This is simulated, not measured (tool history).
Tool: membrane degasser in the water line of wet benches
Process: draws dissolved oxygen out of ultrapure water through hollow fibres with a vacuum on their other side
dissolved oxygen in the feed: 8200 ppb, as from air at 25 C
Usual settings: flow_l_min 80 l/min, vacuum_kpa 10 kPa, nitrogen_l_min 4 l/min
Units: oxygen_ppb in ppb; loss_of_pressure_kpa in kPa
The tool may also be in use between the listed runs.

{"run": 1, "hour": 0.0, "flow_l_min": 80, "vacuum_kpa": 10, "nitrogen_l_min": 4, "oxygen_ppb": 303.5, "loss_of_pressure_kpa": 49.92}
{"hour": 35.9, "done": "vacuum gauge calibrated"}
{"run": 2, "hour": 135.6, "flow_l_min": 80, "vacuum_kpa": 10, "nitrogen_l_min": 4, "oxygen_ppb": 298.1, "loss_of_pressure_kpa": 50.2}
{"run": 3, "hour": 281.4, "flow_l_min": 80, "vacuum_kpa": 10, "nitrogen_l_min": 8.37, "oxygen_ppb": 156.4, "loss_of_pressure_kpa": 49.88}
{"run": 4, "hour": 440.5, "flow_l_min": 80, "vacuum_kpa": 20.7, "nitrogen_l_min": 4, "oxygen_ppb": 725, "loss_of_pressure_kpa": 50.19}
{"run": 5, "hour": 650.4, "flow_l_min": 80, "vacuum_kpa": 20.7, "nitrogen_l_min": 4, "oxygen_ppb": 722.4, "loss_of_pressure_kpa": 50.08}
{"run": 6, "hour": 801.8, "flow_l_min": 60, "vacuum_kpa": 10, "nitrogen_l_min": 4, "oxygen_ppb": 229.9, "loss_of_pressure_kpa": 37.51}
{"run": 7, "hour": 1049.2, "flow_l_min": 60, "vacuum_kpa": 10, "nitrogen_l_min": 4, "oxygen_ppb": 230.8, "loss_of_pressure_kpa": 37.44}
{"run": 8, "hour": 1272.4, "flow_l_min": 60, "vacuum_kpa": 10, "nitrogen_l_min": 4, "oxygen_ppb": 229, "loss_of_pressure_kpa": 37.72}
{"run": 9, "hour": 1476.4, "flow_l_min": 60, "vacuum_kpa": 10, "nitrogen_l_min": 4, "oxygen_ppb": 230.5, "loss_of_pressure_kpa": 37.58}
{"run": 10, "hour": 1609.5, "flow_l_min": 60, "vacuum_kpa": 10, "nitrogen_l_min": 4, "oxygen_ppb": 230.8, "loss_of_pressure_kpa": 37.74}
{"run": 11, "hour": 1813.8, "flow_l_min": 80, "vacuum_kpa": 10, "nitrogen_l_min": 11.32, "oxygen_ppb": 120.1, "loss_of_pressure_kpa": 50.12}
{"run": 12, "hour": 1959.4, "flow_l_min": 105, "vacuum_kpa": 10, "nitrogen_l_min": 5.68, "oxygen_ppb": 291.2, "loss_of_pressure_kpa": 66.63}
{"run": 13, "hour": 2064.3, "flow_l_min": 55, "vacuum_kpa": 10, "nitrogen_l_min": 4, "oxygen_ppb": 213.4, "loss_of_pressure_kpa": 35.03}
{"run": 14, "hour": 2281.1, "flow_l_min": 62, "vacuum_kpa": 6.2, "nitrogen_l_min": 4, "oxygen_ppb": 107.8, "loss_of_pressure_kpa": 39.05}
{"run": 15, "hour": 2532.4, "flow_l_min": 62, "vacuum_kpa": 6.2, "nitrogen_l_min": 4, "oxygen_ppb": 108.3, "loss_of_pressure_kpa": 39.05}
{"run": 16, "hour": 2785.3, "flow_l_min": 90, "vacuum_kpa": 16.8, "nitrogen_l_min": 4, "oxygen_ppb": 635.9, "loss_of_pressure_kpa": 57.1}
{"run": 17, "hour": 2976.6, "flow_l_min": 122, "vacuum_kpa": 16.8, "nitrogen_l_min": 4, "oxygen_ppb": 824.2, "loss_of_pressure_kpa": 76.7}
{"run": 18, "hour": 3113.3, "flow_l_min": 54, "vacuum_kpa": 13.2, "nitrogen_l_min": 7.47, "oxygen_ppb": 173, "loss_of_pressure_kpa": 34.26}
{"run": 19, "hour": 3263.5, "flow_l_min": 111, "vacuum_kpa": 10, "nitrogen_l_min": 1.85, "oxygen_ppb": 726.3, "loss_of_pressure_kpa": 70.68}

The next listed run, before its measurement:
{"run": 20, "hour": 3384.0, "flow_l_min": 87, "vacuum_kpa": 10, "nitrogen_l_min": 8.94, "oxygen_ppb": "?", "loss_of_pressure_kpa": "?"}

Run 20 gave oxygen_ppb 163.9 ppb, loss_of_pressure_kpa 54.77 kPa.
Without the tool's hidden state the same run would have given oxygen_ppb 160.8 ppb, loss_of_pressure_kpa 53.41 kPa.
